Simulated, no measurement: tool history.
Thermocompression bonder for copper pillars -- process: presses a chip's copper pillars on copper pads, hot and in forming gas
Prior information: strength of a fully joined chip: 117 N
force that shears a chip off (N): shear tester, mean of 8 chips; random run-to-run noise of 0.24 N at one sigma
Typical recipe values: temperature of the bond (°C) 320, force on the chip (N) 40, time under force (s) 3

run,day,temperature of the bond (°C),force on the chip (N),time under force (s),force that shears a chip off (N)
1,0.000,320,40,3,65.3
2,0.375,320,40,3,65.3
3,0.971,320,40,3,65.0
4,1.804,320,40,3,65.5
5,2.150,320,40,3,65.2
6,2.558,320,40,3,64.5
7,3.125,320,40,3,64.4
8,3.504,320,40,5,74.8
9,4.317,320,40,5,74.5
10,4.838,320,40,5,74.6
11,5.283,331,38,3,69.2
12,5.788,331,38,9,89.8
# day 5.892: force cell calibrated
13,6.612,316,40,4,66.8
# day 7.158: force cell calibrated, once more
14,7.396,298,40,3,48.1
15,8.175,294,49,6,66.8
16,8.788,320,32,4,58.8
17,9.417,312,32,3,48.4
18,9.917,319,43,3,64.0
19,10.292,329,48,2,66.7

Table of differences, measured result less the result of that run with no hidden state. Run-to-run variation is the same in both. Gauge scatter possibly is not:
Hidden state present: true temperature of the bond over the reading, C; force that reaches the chip, % of what is set; oxide that the forming gas leaves, % of the face; drift of the gauge itself on shear_n, %.
run,force that shears a chip off (N)
1,-1.8
2,-2.0
3,-2.0
4,-2.3
5,-2.5
6,-2.5
7,-2.7
8,-3.4
9,-3.7
10,-4.0
11,-3.7
12,-5.4
13,-3.6
14,-3.7
15,-5.5
16,-5.0
17,-4.3
18,-5.8
19,-6.2

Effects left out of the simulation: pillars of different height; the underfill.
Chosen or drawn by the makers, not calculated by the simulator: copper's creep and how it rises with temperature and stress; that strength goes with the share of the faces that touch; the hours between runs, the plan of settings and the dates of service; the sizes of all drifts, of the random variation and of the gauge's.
